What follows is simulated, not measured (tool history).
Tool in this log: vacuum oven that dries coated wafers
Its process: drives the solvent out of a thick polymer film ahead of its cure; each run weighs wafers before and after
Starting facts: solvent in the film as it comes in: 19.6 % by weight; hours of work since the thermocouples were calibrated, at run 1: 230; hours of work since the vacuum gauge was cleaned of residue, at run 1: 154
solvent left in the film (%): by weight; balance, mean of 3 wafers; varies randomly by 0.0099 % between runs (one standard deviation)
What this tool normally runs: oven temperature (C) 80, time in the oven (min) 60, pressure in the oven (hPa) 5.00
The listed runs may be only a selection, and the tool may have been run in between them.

run     day  oven temperature (C)  time in the oven (min)  pressure in the oven (hPa)  hours of work since the thermocouples were calibrated  hours of work since the vacuum gauge was cleaned of residue  solvent left in the film (%)
  1   0.000                    80                      60                        5.00                                                    230                                                          154                         0.873
  2   0.658                    80                      60                        5.00                                                    237                                                          161                         0.872
  3   1.425                    84                      60                        5.00                                                    244                                                          168                         0.561
  4   1.996                    80                      60                        5.00                                                    250                                                          173                         0.872
  5   2.792                    80                      60                        5.00                                                    257                                                          181                         0.867
  6   3.296                    80                      60                        9.65                                                    262                                                          186                         1.042
  7   4.050                    80                      60                        5.00                                                    269                                                          193                         0.860
  8   4.771                    80                      60                        3.84                                                    276                                                          200                         0.837
  9   5.529                    80                      60                        5.00                                                    284                                                          208                         0.857
 10   6.312                    80                      60                        5.00                                                    291                                                          215                         0.881
 11   7.383                    80                      60                        5.00                                                    302                                                          225                         0.873
 12   8.342                    80                      60                        5.00                                                    311                                                          235                         0.857
 13   9.146                    80                      60                        5.00                                                    319                                                          242                         0.866
 14   9.921                    80                      60                        5.00                                                    326                                                          250                         0.877
 15  10.550                    74                      60                        5.00                                                    332                                                          256                         1.643
 16  11.079                    74                      60                        5.00                                                    337                                                          261                         1.626
 17  12.129                    74                      60                        5.00                                                    347                                                          271                         1.654
 18  13.133                    74                      60                        5.00                                                    357                                                          281                         1.630
 19  13.967                    80                      60                        5.00                                                    365                                                          289                         0.869
 20  15.058                    80                      93                        5.00                                                    376                                                          300                         0.339
 21  15.742                    80                      93                        5.00                                                    382                                                          306                         0.304
 22  16.288                    92                      60                        5.00                                                    387                                                          311                         0.205
 23  16.888                    80                      60                        5.00                                                    393                                                          317                         0.866
 24  17.408                    80                      60                        5.00                                                    398                                                          322                         0.874
 25  18.054                    80                      34                        4.39                                                    405                                                          328                         2.776
 26  19.142                    80                      73                        5.00                                                    415                                                          339                         0.534
 27  20.154                    80                      73                        5.00                                                    425                                                          349                         0.543
 28  20.725                    76                     101                       11.71                                                    430                                                          354                         0.716
 29  21.662                    71                      36                       19.75                                                    439                                                          363                         5.262
 30  22.758                    71                      36                       19.75                                                    450                                                          374                         5.266
 31  23.842                    80                      93                        6.12                                                    460                                                          384                         0.360
 32  24.775                    76                      31                       12.71                                                    469                                                          393                         4.455
 33  25.692                    73                      60                        5.00                                                    478                                                          402                         1.799
 34  26.754                    73                      60                        5.00                                                    489                                                          412                         1.792
 35  27.842                    67                      77                        5.52                                                    499                                                          423                         1.999
 36  28.554                    67                      77                        5.52                                                    506                                                          430                         1.988
 37  29.388                    67                      77                        5.52                                                    514                                                          438                         1.987
 38  30.383                    88                      77                       10.35                                                    524                                                          447                         0.358
 39  30.979                    85                      95                       10.35                                                    529                                                          453                         0.367
 40  31.858                    80                      33                        3.57                                                    538                                                          462                         2.865
 41  32.846                    81                      50                        7.53                                                    547                                                          471                         1.245
 42  33.962                    81                      50                        7.53                                                    558                                                          482                         1.257
 43  34.508                    79                      85                        3.91                                                    563                                                          487                         0.385
 44  35.454                    79                      92                       18.04                                                    572                                                          496                         0.861
 45  36.371                    79                      92                       18.04                                                    581                                                          505                         0.863
 46  36.908                    91                      32                       14.52                                                    587                                                          510                         1.403
 47  37.554                    93                      95                        5.00                                                    593                                                          517                         0.136

Forecast each of these 4 alternatives for the next run:
  A  38.371                    93                      31                        6.61                                                    601                                                          525                             ?
  B  38.371                    80                      91                        5.55                                                    601                                                          525                             ?
  C  38.371                    79                      40                        7.92                                                    601                                                          525                             ?
  D  38.371                    94                      43                        3.21                                                    601                                                          525                             ?

run  solvent left in the film (%)
  A                         1.069
  B                         0.370
  C                         2.340
  D                         0.352
Without the tool's hidden state the same runs would have given:
run  solvent left in the film (%)
  A                         1.151
  B                         0.366
  C                         2.482
  D                         0.374

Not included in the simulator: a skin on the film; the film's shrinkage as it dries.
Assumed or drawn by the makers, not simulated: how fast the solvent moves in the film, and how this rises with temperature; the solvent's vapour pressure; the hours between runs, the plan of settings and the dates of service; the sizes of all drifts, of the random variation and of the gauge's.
